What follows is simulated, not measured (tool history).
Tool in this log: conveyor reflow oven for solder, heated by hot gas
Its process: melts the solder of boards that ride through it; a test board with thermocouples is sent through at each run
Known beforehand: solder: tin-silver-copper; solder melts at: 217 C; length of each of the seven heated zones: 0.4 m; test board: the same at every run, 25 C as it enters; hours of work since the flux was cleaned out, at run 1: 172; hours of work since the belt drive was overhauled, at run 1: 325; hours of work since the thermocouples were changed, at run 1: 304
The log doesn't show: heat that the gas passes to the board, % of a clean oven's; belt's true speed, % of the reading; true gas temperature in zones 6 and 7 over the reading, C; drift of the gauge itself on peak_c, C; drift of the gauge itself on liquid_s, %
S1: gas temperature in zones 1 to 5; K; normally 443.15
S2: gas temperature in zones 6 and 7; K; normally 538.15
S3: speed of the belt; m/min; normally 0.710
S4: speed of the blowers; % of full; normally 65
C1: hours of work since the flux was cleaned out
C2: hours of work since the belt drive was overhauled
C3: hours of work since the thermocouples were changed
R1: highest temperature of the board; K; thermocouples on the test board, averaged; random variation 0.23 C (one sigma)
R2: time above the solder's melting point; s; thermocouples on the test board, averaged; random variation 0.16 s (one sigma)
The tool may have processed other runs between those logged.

Run 1, hour 0.0: usual settings; C1 172; C2 325; C3 304. Result: R1 522.65 K, R2 48.2 s.
Run 2, hour 5.6: usual settings; C1 176; C2 329; C3 308. Result: R1 522.35 K, R2 48.2 s.
Run 3, hour 10.3: usual settings; C1 180; C2 333; C3 312. Result: R1 522.95 K, R2 48.2 s.
Run 4, hour 14.5: usual settings; C1 183; C2 336; C3 315. Result: R1 522.65 K, R2 48.2 s.
Run 5, hour 22.1: usual settings but S4 81 % of full; C1 189; C2 342; C3 321. Result: R1 524.55 K, R2 50.5 s.
Run 6, hour 28.2: usual settings but S4 61 % of full; C1 194; C2 347; C3 326. Result: R1 521.45 K, R2 47.3 s.
Run 7, hour 33.1: usual settings but S4 61 % of full; C1 198; C2 350; C3 330. Result: R1 521.45 K, R2 47.5 s.
Run 8, hour 39.6: usual settings but S3 0.604 m/min; C1 202; C2 355; C3 334. Result: R1 526.45 K, R2 61.6 s.
Run 9, hour 45.0: usual settings; C1 207; C2 360; C3 339. Result: R1 522.05 K, R2 47.9 s.
Run 10, hour 49.9: usual settings but S2 534.15 K; C1 210; C2 363; C3 342. Result: R1 518.85 K, R2 45.6 s.
Run 11, hour 58.9: usual settings but S3 0.655 m/min; C1 217; C2 370; C3 349. Result: R1 524.75 K, R2 54.5 s.
Run 12, hour 63.5: usual settings; C1 221; C2 374; C3 353. Result: R1 522.45 K, R2 48.0 s.
Run 13, hour 71.6: usual settings; C1 227; C2 380; C3 359. Result: R1 521.75 K, R2 47.7 s.
Run 14, hour 77.7: usual settings; C1 232; C2 385; C3 364. Result: R1 522.25 K, R2 47.7 s.
Run 15, hour 83.9: usual settings; C1 237; C2 390; C3 369. Result: R1 522.15 K, R2 48.1 s.
Run 16, hour 89.0: usual settings but S3 0.720 m/min; C1 241; C2 394; C3 373. Result: R1 521.45 K, R2 47.1 s.
Run 17, hour 97.5: usual settings but S1 432.15 K, S2 535.15 K, S4 52 % of full; C1 247; C2 400; C3 379. Result: R1 514.75 K, R2 38.1 s.
Run 18, hour 102.6: usual settings but S1 439.15 K; C1 251; C2 404; C3 383. Result: R1 521.25 K, R2 45.9 s.
At hour 116.1: flux residue cleaned out of gas plates and filters.
Run 19, hour 117.4: usual settings but S1 450.15 K, S3 0.816 m/min; C1 1; C2 412; C3 391. Result: R1 520.85 K, R2 41.8 s.
Run 20, hour 126.9: usual settings but S1 450.15 K, S3 0.816 m/min; C1 8; C2 419; C3 398. Result: R1 520.35 K, R2 42.2 s.
Run 21, hour 136.1: usual settings but S1 447.15 K, S3 0.713 m/min; C1 15; C2 426; C3 405. Result: R1 523.75 K, R2 50.4 s.
Run 22, hour 143.5: usual settings but S1 447.15 K, S3 0.713 m/min; C1 21; C2 432; C3 411. Result: R1 523.95 K, R2 50.6 s.
Run 23, hour 147.7: usual settings but S1 447.15 K, S3 0.639 m/min, S4 85 % of full; C1 24; C2 435; C3 414. Result: R1 528.55 K, R2 61.6 s.
Run 24, hour 154.8: usual settings but S1 431.15 K, S2 549.15 K, S3 0.633 m/min, S4 74 % of full; C1 30; C2 441; C3 420. Result: R1 536.45 K, R2 61.1 s.
Run 25, hour 159.3: usual settings but S2 533.15 K, S3 0.636 m/min, S4 64 % of full; C1 33; C2 444; C3 423. Result: R1 521.35 K, R2 54.6 s.
Run 26, hour 167.1: usual settings but S1 428.15 K, S2 533.15 K, S3 0.775 m/min, S4 68 % of full; C1 39; C2 450; C3 429. Result: R1 514.05 K, R2 33.9 s.
Run 27, hour 174.8: usual settings but S1 431.15 K, S2 543.15 K, S3 0.574 m/min, S4 73 % of full; C1 45; C2 456; C3 435. Result: R1 533.65 K, R2 66.1 s.
Run 28, hour 179.8: usual settings but S1 431.15 K, S2 540.15 K, S3 0.590 m/min, S4 73 % of full; C1 49; C2 460; C3 439. Result: R1 529.65 K, R2 62.1 s.
Run 29, hour 184.4: usual settings but S1 431.15 K, S2 540.15 K, S3 0.590 m/min, S4 73 % of full; C1 53; C2 463; C3 443. Result: R1 529.65 K, R2 62.2 s.
Run 30, hour 191.0: usual settings but S1 431.15 K, S2 540.15 K, S3 0.590 m/min, S4 73 % of full; C1 58; C2 469; C3 448. Result: R1 529.55 K, R2 62.2 s.

Entry by entry between the runs, the difference in hidden state between the last listed run before and the first listed run after:
In the gap between runs 18 and 19: flux residue cleaned out of gas plates and filters (hour 116.1)
  heat that the gas passes to the board, % of a clean oven's: 91.5 -> 99.8; belt's true speed, % of the reading: 99.16 -> 99.14; true gas temperature in zones 6 and 7 over the reading, C: -1.24 -> -1.26
  measured less the result without the state, R1: -2.70 -> -0.90 K; R2: -1.8 -> -0.1 s
